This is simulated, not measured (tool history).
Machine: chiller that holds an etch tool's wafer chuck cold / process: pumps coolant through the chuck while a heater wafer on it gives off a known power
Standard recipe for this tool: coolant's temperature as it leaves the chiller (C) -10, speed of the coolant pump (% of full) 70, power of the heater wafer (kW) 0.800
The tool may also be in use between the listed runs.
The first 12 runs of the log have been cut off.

run	hour	coolant's temperature as it leaves the chiller (C)	speed of the coolant pump (% of full)	power of the heater wafer (kW)	hours since the coolant was changed and the channels were flushed	hours since the pump was overhauled	hours since the chiller's thermometer was calibrated	chuck's temperature once it has settled (C)	how much warmer the coolant comes back (C)
13	1293.9	-10	70	0.800	736	7495	327	-1.0	2.79
14	1406.3	-10	70	0.800	849	7607	439	-0.8	2.89
# hour 1417.9: coolant pump overhauled
15	1549.9	-8	70	0.800	987	132	578	1.1	2.90
16	1668.4	-8	70	0.800	1106	250	696	1.3	2.93
17	1744.4	-11	74	1.095	1182	327	772	1.2	3.73
# hour 1771.1: coolant pump overhauled, once more
18	1894.4	-2	85	0.813	1327	123	917	5.8	2.02
19	2040.1	-2	85	0.813	1473	269	1063	5.9	2.00
20	2107.2	-2	85	0.813	1540	336	1130	5.8	2.11
21	2262.8	-2	85	0.813	1695	492	1286	5.8	2.07
22	2374.9	-2	61	0.415	1807	604	1398	2.9	1.48
23	2523.4	-14	63	0.471	1956	752	1546	-8.4	1.70
24	2661.7	-6	89	0.471	2094	891	1685	-1.5	1.19
25	2805.0	-5	68	0.647	2238	1034	1828	2.5	2.21
26	2898.6	-17	68	0.647	2331	1128	1921	-9.6	2.08
27	3000.8	-14	68	0.647	2433	1230	2024	-6.7	2.12
28	3110.8	-14	68	0.647	2543	1340	2134	-6.4	2.13
29	3264.0	-14	68	0.647	2697	1493	2287	-6.4	2.18
30	3338.1	-2	68	0.673	2771	1567	2361	5.9	2.27
# hour 3374.4: chiller's thermometer calibrated
31	3444.7	-9	68	0.673	2876	1673	70	-1.3	2.28

Alternative continuations, all from the tool just after run 31; predict every row:
A	3553.1	-12	85	0.800	2985	1781	179	?	?
B	3553.1	-7	62	0.942	2985	1781	179	?	?
C	3553.1	-12	63	0.589	2985	1781	179	?	?

run	chuck's temperature once it has settled (C)	how much warmer the coolant comes back (C)
A	-4.0	2.13
B	4.6	3.52
C	-4.9	2.19
Stripped of hidden state, with their random variation kept, the same runs would have yielded:
run	chuck's temperature once it has settled (C)	how much warmer the coolant comes back (C)
A	-4.6	2.09
B	3.8	3.46
C	-5.3	2.15
